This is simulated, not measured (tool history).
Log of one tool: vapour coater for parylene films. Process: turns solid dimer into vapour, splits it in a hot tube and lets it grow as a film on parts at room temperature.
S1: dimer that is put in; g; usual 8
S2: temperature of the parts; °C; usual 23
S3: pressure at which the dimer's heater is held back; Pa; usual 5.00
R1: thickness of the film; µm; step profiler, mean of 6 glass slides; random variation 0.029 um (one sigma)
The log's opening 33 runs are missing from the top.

At hour 1795.4: table's thermometer calibrated, once more.
Run 34, hour 1864.4: usual settings but S1 5 g, S3 3.24 Pa. Result: R1 3.46 µm.
Run 35, hour 1928.4: usual settings but S1 5 g, S3 3.24 Pa. Result: R1 3.46 µm.
At hour 1962.3: trap's valve overhauled.
Run 36, hour 1968.0: usual settings but S1 10 g, S2 19 °C, S3 7.54 Pa. Result: R1 8.23 µm.
Run 37, hour 2015.6: usual settings but S1 3 g, S2 29 °C, S3 7.54 Pa. Result: R1 1.57 µm.
Run 38, hour 2079.7: usual settings but S1 3 g, S2 29 °C, S3 7.54 Pa. Result: R1 1.57 µm.
Run 39, hour 2133.7: usual settings but S1 3 g, S2 29 °C, S3 7.54 Pa. Result: R1 1.57 µm.
Run 40, hour 2191.6: usual settings but S1 3 g, S2 35 °C, S3 4.22 Pa. Result: R1 1.24 µm.
Run 41, hour 2240.9: usual settings but S1 3 g, S2 35 °C, S3 4.22 Pa. Result: R1 1.30 µm.
Run 42, hour 2297.5: usual settings but S1 3 g, S2 35 °C, S3 4.22 Pa. Result: R1 1.25 µm.
Run 43, hour 2342.2: usual settings but S1 7 g, S2 35 °C, S3 7.11 Pa. Result: R1 2.80 µm.
Run 44, hour 2399.7: usual settings but S1 11 g, S2 17 °C. Result: R1 10.06 µm.
Run 45, hour 2443.8: usual settings but S2 17 °C, S3 2.73 Pa. Result: R1 7.74 µm.
Run 46, hour 2518.0: usual settings but S1 5 g, S3 3.40 Pa. Result: R1 3.59 µm.
Run 47, hour 2553.5: usual settings but S1 6 g, S2 32 °C, S3 5.68 Pa. Result: R1 2.78 µm.
Run 48, hour 2610.1: usual settings but S1 5 g, S2 16 °C, S3 3.44 Pa. Result: R1 4.86 µm.

Consider 3 possible next runs. They are alternatives, not a sequence: every one starts from the tool as it was left by run 48. What does each give?
Run A, hour 2652.7: usual settings but S1 12 g, S3 8.19 Pa. Result: R1 ?.
Run B, hour 2652.7: usual settings but S1 4 g, S2 31 °C, S3 3.44 Pa. Result: R1 ?.
Run C, hour 2652.7: usual settings but S1 5 g, S3 3.44 Pa. Result: R1 ?.

run    R1
  A  7.94
  B  1.98
  C  3.58
With the hidden condition removed and each run's random variation left untouched, the same runs would have given:
run    R1
  A  8.17
  B  2.04
  C  3.68

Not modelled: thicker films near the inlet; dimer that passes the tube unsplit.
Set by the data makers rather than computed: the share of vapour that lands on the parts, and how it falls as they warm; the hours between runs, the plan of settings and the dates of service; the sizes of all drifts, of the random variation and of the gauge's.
